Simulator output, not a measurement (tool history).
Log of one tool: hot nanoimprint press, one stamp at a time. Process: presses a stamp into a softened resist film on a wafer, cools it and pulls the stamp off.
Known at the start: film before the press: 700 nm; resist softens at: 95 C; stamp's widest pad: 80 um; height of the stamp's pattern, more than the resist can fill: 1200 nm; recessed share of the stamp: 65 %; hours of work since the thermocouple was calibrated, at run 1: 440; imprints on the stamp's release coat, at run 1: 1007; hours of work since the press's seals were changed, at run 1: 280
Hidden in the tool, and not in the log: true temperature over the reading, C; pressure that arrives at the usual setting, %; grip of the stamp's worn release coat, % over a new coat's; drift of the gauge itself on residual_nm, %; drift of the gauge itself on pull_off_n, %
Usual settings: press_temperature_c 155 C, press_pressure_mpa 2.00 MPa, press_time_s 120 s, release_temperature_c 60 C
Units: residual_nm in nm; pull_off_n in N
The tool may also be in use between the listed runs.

| run | hour | press_temperature_c | press_pressure_mpa | press_time_s | release_temperature_c | hours of work since the thermocouple was calibrated | imprints on the stamp's release coat | hours of work since the press's seals were changed | residual_nm | pull_off_n |
|---|---|---|---|---|---|---|---|---|---|---|
| 1 | 0.0 | 155 | 2.00 | 120 | 60 | 440 | 1007 | 280 | 325.6 | 208 |
| 2 | 11.6 | 155 | 2.00 | 120 | 63 | 449 | 1043 | 289 | 322.9 | 200 |
| 3 | 23.0 | 155 | 2.00 | 120 | 60 | 457 | 1077 | 297 | 325.5 | 213 |
| 4 | 36.3 | 155 | 2.00 | 120 | 60 | 467 | 1118 | 307 | 329.8 | 217 |
| 5 | 46.7 | 154 | 2.00 | 120 | 60 | 475 | 1150 | 315 | 350.3 | 217 |
| 6 | 63.8 | 155 | 2.00 | 141 | 60 | 488 | 1202 | 328 | 310.3 | 217 |
| 7 | 79.3 | 155 | 2.00 | 141 | 60 | 499 | 1249 | 339 | 306.5 | 227 |
| 8 | 95.2 | 155 | 2.00 | 141 | 60 | 511 | 1298 | 351 | 311.8 | 224 |
| 9 | 108.5 | 155 | 2.00 | 120 | 60 | 521 | 1339 | 361 | 329.9 | 224 |
| 10 | 127.4 | 155 | 2.00 | 120 | 60 | 535 | 1396 | 375 | 326.9 | 234 |
| 11 | 138.5 | 167 | 2.00 | 173 | 60 | 544 | 1430 | 384 | 125.2 | 233 |
| 12 | 150.5 | 166 | 2.00 | 173 | 64 | 552 | 1467 | 392 | 132.2 | 206 |
|  | 159.0 | plate thermocouple calibrated |
|  | 166.1 | stamp cleaned and given a new release coat |
| 13 | 176.5 | 155 | 2.14 | 84 | 60 | 9 | 32 | 405 | 328.3 | 160 |
| 14 | 189.0 | 166 | 1.20 | 64 | 60 | 18 | 70 | 415 | 242.1 | 157 |
| 15 | 207.1 | 166 | 1.20 | 64 | 60 | 32 | 125 | 428 | 241.8 | 157 |
| 16 | 224.1 | 152 | 1.20 | 64 | 54 | 44 | 177 | 441 | 515.5 | 195 |
| 17 | 235.6 | 166 | 2.00 | 120 | 46 | 53 | 212 | 449 | 144.1 | 222 |

Forecast each of these 3 alternatives for the next run:
| A | 252.8 | 156 | 1.43 | 186 | 46 | 66 | 265 | 462 | ? | ? |
| B | 252.8 | 155 | 2.00 | 139 | 46 | 66 | 265 | 462 | ? | ? |
| C | 252.8 | 165 | 2.00 | 120 | 46 | 66 | 265 | 462 | ? | ? |

| run | residual_nm | pull_off_n |
|---|---|---|
| A | 272.8 | 228 |
| B | 281.9 | 226 |
| C | 152.1 | 225 |
Without the tool's hidden state the same runs would have given:
| run | residual_nm | pull_off_n |
|---|---|---|
| A | 268.2 | 211 |
| B | 276.6 | 209 |
| C | 149.1 | 208 |

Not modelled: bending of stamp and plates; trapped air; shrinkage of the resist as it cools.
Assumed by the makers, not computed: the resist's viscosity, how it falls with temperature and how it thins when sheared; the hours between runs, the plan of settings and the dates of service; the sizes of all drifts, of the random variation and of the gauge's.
